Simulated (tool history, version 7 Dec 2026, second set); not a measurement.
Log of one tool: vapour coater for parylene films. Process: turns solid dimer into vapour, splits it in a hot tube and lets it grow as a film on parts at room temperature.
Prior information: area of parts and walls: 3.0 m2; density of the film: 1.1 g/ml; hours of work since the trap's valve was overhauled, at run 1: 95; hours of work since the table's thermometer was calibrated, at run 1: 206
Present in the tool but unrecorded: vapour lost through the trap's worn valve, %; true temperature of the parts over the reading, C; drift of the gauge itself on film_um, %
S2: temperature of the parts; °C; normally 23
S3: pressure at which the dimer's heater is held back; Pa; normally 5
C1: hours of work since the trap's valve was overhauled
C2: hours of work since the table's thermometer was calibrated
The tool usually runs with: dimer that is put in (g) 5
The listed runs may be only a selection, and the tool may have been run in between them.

run 1 hour=0 | dimer_that_is_put_in_(g)=5 S2=23 S3=5 | C1=95 C2=206 | thickness_of_the_film_(µm)=0.67
run 2 hour=35.4 | dimer_that_is_put_in_(g)=5 S2=23 S3=5 | C1=123 C2=234 | thickness_of_the_film_(µm)=0.65
run 3 hour=54.8 | dimer_that_is_put_in_(g)=5 S2=23 S3=5 | C1=138 C2=250 | thickness_of_the_film_(µm)=0.64
run 4 hour=88.5 | dimer_that_is_put_in_(g)=5 S2=23 S3=5 | C1=165 C2=277 | thickness_of_the_film_(µm)=0.67
run 5 hour=110.8 | dimer_that_is_put_in_(g)=5 S2=23 S3=5 | C1=183 C2=295 | thickness_of_the_film_(µm)=0.63
run 6 hour=151.9 | dimer_that_is_put_in_(g)=5 S2=23 S3=3.4 | C1=216 C2=328 | thickness_of_the_film_(µm)=0.7
run 7 hour=181.2 | dimer_that_is_put_in_(g)=5 S2=23 S3=3.4 | C1=240 C2=351 | thickness_of_the_film_(µm)=0.69
run 8 hour=217.2 | dimer_that_is_put_in_(g)=5 S2=23 S3=3.4 | C1=269 C2=380 | thickness_of_the_film_(µm)=0.68
-- hour=229.4 trap's valve overhauled
run 9 hour=239.8 | dimer_that_is_put_in_(g)=4 S2=26 S3=4.37 | C1=8 C2=395 | thickness_of_the_film_(µm)=0.51
run 10 hour=269.3 | dimer_that_is_put_in_(g)=3 S2=23 S3=3.94 | C1=32 C2=418 | thickness_of_the_film_(µm)=0.41

Run 11 is up next; what results do you expect?
run 11 hour=310.9 | dimer_that_is_put_in_(g)=4 S2=20 S3=10.75 | C1=65 C2=452 | thickness_of_the_film_(µm)=?

Run 11 gave thickness of the film (µm) 0.53.
With the hidden condition absent and the run-to-run variation left alone, this run would have shown thickness of the film (µm) 0.55.
